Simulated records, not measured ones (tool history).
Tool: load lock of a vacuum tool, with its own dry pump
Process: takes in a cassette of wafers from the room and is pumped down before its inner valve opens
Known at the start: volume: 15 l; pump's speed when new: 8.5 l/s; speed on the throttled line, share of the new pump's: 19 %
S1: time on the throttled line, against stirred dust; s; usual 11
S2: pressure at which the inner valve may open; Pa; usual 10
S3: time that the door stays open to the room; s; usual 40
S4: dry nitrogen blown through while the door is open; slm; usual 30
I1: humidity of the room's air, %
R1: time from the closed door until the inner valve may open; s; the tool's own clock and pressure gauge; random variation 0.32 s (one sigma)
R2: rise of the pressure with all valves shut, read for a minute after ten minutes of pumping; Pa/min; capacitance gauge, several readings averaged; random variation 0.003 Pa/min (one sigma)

run 1 hour=0 | S1=11 S2=10 S3=40 S4=30 | I1=45.3 | R1=27.8 R2=0.364
run 2 hour=358.6 | S1=12 S2=10 S3=40 S4=30 | I1=47.3 | R1=28.3 R2=0.381
run 3 hour=790.6 | S1=9 S2=10 S3=40 S4=30 | I1=43.5 | R1=26 R2=0.378
run 4 hour=1369.7 | S1=9 S2=10 S3=40 S4=30 | I1=43.7 | R1=26.5 R2=0.395
run 5 hour=1869.2 | S1=9 S2=10 S3=40 S4=30 | I1=49.1 | R1=27.3 R2=0.418
run 6 hour=2345.3 | S1=9 S2=10 S3=40 S4=30 | I1=45.6 | R1=26.7 R2=0.437
run 7 hour=2648.1 | S1=11 S2=10 S3=40 S4=17 | I1=42.6 | R1=28.5 R2=0.445
run 8 hour=2945.9 | S1=11 S2=10 S3=40 S4=17 | I1=47.7 | R1=29.1 R2=0.466
run 9 hour=3278.1 | S1=17 S2=10 S3=40 S4=30 | I1=43.9 | R1=32.8 R2=0.455
run 10 hour=3840.4 | S1=17 S2=10 S3=40 S4=30 | I1=51.5 | R1=33.8 R2=0.492
run 11 hour=4141.1 | S1=11 S2=8 S3=114 S4=27 | I1=45.6 | R1=29.8 R2=0.512

Run 12 comes next. What will it give?
run 12 hour=4550.4 | S1=10 S2=10 S3=40 S4=30 | I1=43.4 | R1=? R2=?

{"run 12": {"R1": 29, "R2": 0.508}}
Without the tool's hidden state the same run would have given R1 24.9 s, R2 0.048 Pa/min.
